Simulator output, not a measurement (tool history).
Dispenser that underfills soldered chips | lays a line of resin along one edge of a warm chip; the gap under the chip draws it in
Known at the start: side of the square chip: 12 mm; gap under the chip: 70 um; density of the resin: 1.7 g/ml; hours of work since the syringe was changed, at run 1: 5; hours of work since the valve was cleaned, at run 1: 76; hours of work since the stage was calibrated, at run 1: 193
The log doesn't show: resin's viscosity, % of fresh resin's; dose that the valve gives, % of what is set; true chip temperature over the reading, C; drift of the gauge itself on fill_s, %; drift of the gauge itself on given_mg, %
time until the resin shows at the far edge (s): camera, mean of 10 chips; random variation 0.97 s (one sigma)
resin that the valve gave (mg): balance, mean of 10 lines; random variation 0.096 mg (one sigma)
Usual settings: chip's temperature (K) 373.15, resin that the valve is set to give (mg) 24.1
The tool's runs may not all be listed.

| run | hour | chip's temperature (K) | resin that the valve is set to give (mg) | hours of work since the syringe was changed | hours of work since the valve was cleaned | hours of work since the stage was calibrated | time until the resin shows at the far edge (s) | resin that the valve gave (mg) |
|---|---|---|---|---|---|---|---|---|
| 1 | 0 | 373.15 | 24.1 | 5 | 76 | 193 | 143.7 | 23.3 |
|  | 1.9 | new syringe of resin |
| 2 | 6.6 | 373.15 | 24.1 | 3 | 80 | 197 | 117.8 | 23.18 |
|  | 12.1 | new syringe of resin |
| 3 | 14.9 | 373.15 | 24.1 | 2 | 84 | 202 | 106.5 | 23.14 |
| 4 | 20.8 | 373.15 | 24.1 | 5 | 88 | 206 | 141.1 | 23.09 |
|  | 22.5 | new syringe of resin |
| 5 | 27.2 | 373.15 | 24.1 | 3 | 92 | 209 | 118 | 23.06 |
|  | 32.8 | new syringe of resin |
| 6 | 36 | 373.15 | 24.1 | 2 | 97 | 214 | 106.8 | 22.86 |
| 7 | 41.5 | 373.15 | 27.3 | 5 | 100 | 218 | 142.2 | 25.88 |
|  | 43 | new syringe of resin |
| 8 | 47.5 | 373.15 | 25.2 | 3 | 104 | 221 | 112.8 | 24.09 |
|  | 53.2 | new syringe of resin |
| 9 | 56.2 | 373.15 | 24.1 | 2 | 109 | 226 | 109.2 | 22.97 |
|  | 63.6 | new syringe of resin |
| 10 | 64.2 | 373.15 | 24.1 | 0 | 113 | 231 | 95.5 | 22.93 |
| 11 | 69.2 | 381.15 | 27.9 | 3 | 116 | 234 | 87.6 | 26.39 |
|  | 73.7 | new syringe of resin |
| 12 | 74.8 | 376.15 | 27.8 | 1 | 119 | 237 | 83.5 | 26.35 |
|  | 82.6 | dispensing valve cleaned and set on the balance |
| 13 | 82.7 | 378.15 | 29.8 | 5 | 0 | 241 | 111.1 | 29.82 |
|  | 85 | new syringe of resin |
| 14 | 90.9 | 360.15 | 30.5 | 4 | 5 | 246 | 195.8 | 30.45 |
|  | 95.7 | new syringe of resin |
| 15 | 96.7 | 382.15 | 24.1 | 1 | 8 | 249 | 69.1 | 23.88 |
| 16 | 103.5 | 382.15 | 24.1 | 5 | 12 | 253 | 95.7 | 24.01 |

Forecast run 17:
|  | 106.1 | new syringe of resin |
| 17 | 111.6 | 382.15 | 24.1 | 3 | 17 | 258 | ? | ? |

{"run 17": {"time until the resin shows at the far edge (s)": 85.3, "resin that the valve gave (mg)": 24.02}}
Without the tool's hidden state the same run would have given time until the resin shows at the far edge (s) 66.3, resin that the valve gave (mg) 24.18.

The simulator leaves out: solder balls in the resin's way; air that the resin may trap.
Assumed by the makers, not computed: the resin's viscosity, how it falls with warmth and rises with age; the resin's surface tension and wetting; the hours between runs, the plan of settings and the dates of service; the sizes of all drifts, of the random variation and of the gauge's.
